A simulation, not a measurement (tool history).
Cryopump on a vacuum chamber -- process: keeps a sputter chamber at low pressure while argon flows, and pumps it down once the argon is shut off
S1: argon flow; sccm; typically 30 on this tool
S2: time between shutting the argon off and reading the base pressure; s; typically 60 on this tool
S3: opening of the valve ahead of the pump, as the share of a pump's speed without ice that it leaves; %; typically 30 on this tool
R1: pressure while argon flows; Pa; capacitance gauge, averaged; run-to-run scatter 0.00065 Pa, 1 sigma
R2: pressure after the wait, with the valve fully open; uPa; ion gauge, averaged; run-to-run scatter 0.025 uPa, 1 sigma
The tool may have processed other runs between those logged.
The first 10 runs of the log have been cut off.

Run 11, hour 117.5: usual settings. Result: R1 0.1062 Pa, R2 2.27 uPa.
Run 12, hour 132.2: usual settings. Result: R1 0.1064 Pa, R2 2.34 uPa.
Run 13, hour 141: usual settings. Result: R1 0.1072 Pa, R2 2.31 uPa.
Run 14, hour 150.5: usual settings. Result: R1 0.105 Pa, R2 2.37 uPa.
Run 15, hour 160.8: usual settings but S2 28 s. Result: R1 0.1074 Pa, R2 3.31 uPa.
Run 16, hour 175.1: usual settings but S2 28 s. Result: R1 0.1073 Pa, R2 3.43 uPa.
Run 17, hour 182.9: usual settings but S2 28 s. Result: R1 0.1078 Pa, R2 3.37 uPa.
Run 18, hour 192.7: usual settings but S2 96 s, S3 36 %. Result: R1 0.0901 Pa, R2 2.05 uPa.
Run 19, hour 208.9: usual settings but S1 14 sccm, S2 149 s, S3 43 %. Result: R1 0.036 Pa, R2 1.92 uPa.
Run 20, hour 217.5: usual settings but S3 20 %. Result: R1 0.1584 Pa, R2 2.38 uPa.
Run 21, hour 227.9: usual settings but S1 14 sccm, S2 115 s, S3 19 %. Result: R1 0.0778 Pa, R2 1.97 uPa.
Run 22, hour 241: usual settings but S1 14 sccm, S2 115 s, S3 19 %. Result: R1 0.079 Pa, R2 2.01 uPa.
Run 23, hour 254.3: usual settings but S1 16 sccm, S2 30 s, S3 47 %. Result: R1 0.0374 Pa, R2 3.42 uPa.
Run 24, hour 270.1: usual settings but S1 16 sccm, S2 30 s, S3 47 %. Result: R1 0.0374 Pa, R2 3.37 uPa.
Run 25, hour 283.2: usual settings but S1 16 sccm, S2 186 s. Result: R1 0.0575 Pa, R2 1.87 uPa.
Run 26, hour 300.1: usual settings but S1 16 sccm, S2 225 s. Result: R1 0.0576 Pa, R2 1.9 uPa.
Run 27, hour 308.7: usual settings but S1 16 sccm, S2 225 s. Result: R1 0.0566 Pa, R2 1.87 uPa.
Run 28, hour 321.8: usual settings but S1 35 sccm, S3 26 %. Result: R1 0.1456 Pa, R2 2.49 uPa.
Run 29, hour 332.6: usual settings but S1 34 sccm. Result: R1 0.124 Pa, R2 2.59 uPa.
Run 30, hour 345: usual settings but S1 34 sccm. Result: R1 0.1249 Pa, R2 2.6 uPa.
Run 31, hour 356.7: usual settings but S1 33 sccm. Result: R1 0.12 Pa, R2 2.62 uPa.
Run 32, hour 372: usual settings but S2 64 s. Result: R1 0.1086 Pa, R2 2.62 uPa.
Run 33, hour 381.7: usual settings but S2 64 s. Result: R1 0.109 Pa, R2 2.59 uPa.
Run 34, hour 397.4: usual settings but S1 17 sccm. Result: R1 0.0632 Pa, R2 2.66 uPa.

3 ways to go on from here, each from the tool as it stands after run 34. What would each give?
Run A, hour 404.3: usual settings but S1 48 sccm, S2 293 s. Result: R1 ?, R2 ?.
Run B, hour 404.3: usual settings but S1 28 sccm, S2 49 s. Result: R1 ?, R2 ?.
Run C, hour 404.3: usual settings but S1 36 sccm, S2 23 s. Result: R1 ?, R2 ?.

run      R1    R2
  A  0.1762  1.99
  B  0.1025   2.9
  C  0.1313  4.05
Stripped of hidden state, with their random variation kept, the same runs would have yielded:
run      R1    R2
  A  0.1663  0.38
  B  0.0967  1.27
  C   0.124  2.44

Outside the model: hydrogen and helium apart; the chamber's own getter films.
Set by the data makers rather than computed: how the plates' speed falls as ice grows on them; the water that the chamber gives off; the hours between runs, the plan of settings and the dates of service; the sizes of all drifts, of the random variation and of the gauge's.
